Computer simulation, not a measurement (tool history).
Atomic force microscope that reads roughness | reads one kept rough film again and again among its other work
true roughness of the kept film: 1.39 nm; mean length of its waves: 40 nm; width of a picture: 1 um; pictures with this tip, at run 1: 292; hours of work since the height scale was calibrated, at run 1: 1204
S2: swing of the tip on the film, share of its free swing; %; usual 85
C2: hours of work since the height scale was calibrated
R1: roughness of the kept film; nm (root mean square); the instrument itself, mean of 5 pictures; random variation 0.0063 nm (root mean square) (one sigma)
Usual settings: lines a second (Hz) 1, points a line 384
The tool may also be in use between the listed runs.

run 1 hour=0 | lines_a_second_(Hz)=1 S2=85 points_a_line=384 | pictures_with_this_tip=292 C2=1204 | R1=1.215
-- hour=9.4 new tip fitted
run 2 hour=37 | lines_a_second_(Hz)=1 S2=85 points_a_line=384 | pictures_with_this_tip=54 C2=1232 | R1=1.221
run 3 hour=91.3 | lines_a_second_(Hz)=1 S2=85 points_a_line=384 | pictures_with_this_tip=160 C2=1272 | R1=1.217
run 4 hour=126.5 | lines_a_second_(Hz)=1 S2=85 points_a_line=384 | pictures_with_this_tip=229 C2=1299 | R1=1.214
-- hour=168.7 new tip fitted
run 5 hour=175.4 | lines_a_second_(Hz)=1 S2=85 points_a_line=384 | pictures_with_this_tip=14 C2=1335 | R1=1.217
run 6 hour=229.9 | lines_a_second_(Hz)=1.75 S2=85 points_a_line=384 | pictures_with_this_tip=120 C2=1376 | R1=1.131
run 7 hour=275.5 | lines_a_second_(Hz)=1 S2=85 points_a_line=384 | pictures_with_this_tip=209 C2=1410 | R1=1.208
run 8 hour=316.7 | lines_a_second_(Hz)=1 S2=85 points_a_line=496 | pictures_with_this_tip=289 C2=1441 | R1=1.213
-- hour=327.3 new tip fitted
run 9 hour=358 | lines_a_second_(Hz)=1 S2=85 points_a_line=384 | pictures_with_this_tip=60 C2=1471 | R1=1.214
run 10 hour=403.6 | lines_a_second_(Hz)=1 S2=85 points_a_line=384 | pictures_with_this_tip=149 C2=1506 | R1=1.215
run 11 hour=459.1 | lines_a_second_(Hz)=1.23 S2=62 points_a_line=741 | pictures_with_this_tip=257 C2=1547 | R1=1.306
run 12 hour=483.4 | lines_a_second_(Hz)=1.23 S2=62 points_a_line=741 | pictures_with_this_tip=305 C2=1565 | R1=1.301
-- hour=488.1 new tip fitted
run 13 hour=520.7 | lines_a_second_(Hz)=1.02 S2=56 points_a_line=471 | pictures_with_this_tip=64 C2=1593 | R1=1.332

Run 14 comes next. What will it give?
run 14 hour=571.3 | lines_a_second_(Hz)=1.02 S2=56 points_a_line=471 | pictures_with_this_tip=162 C2=1631 | R1=?

R1: 1.321 nm (root mean square)
Without the tool's hidden state the same run would have given R1 1.322 nm (root mean square).
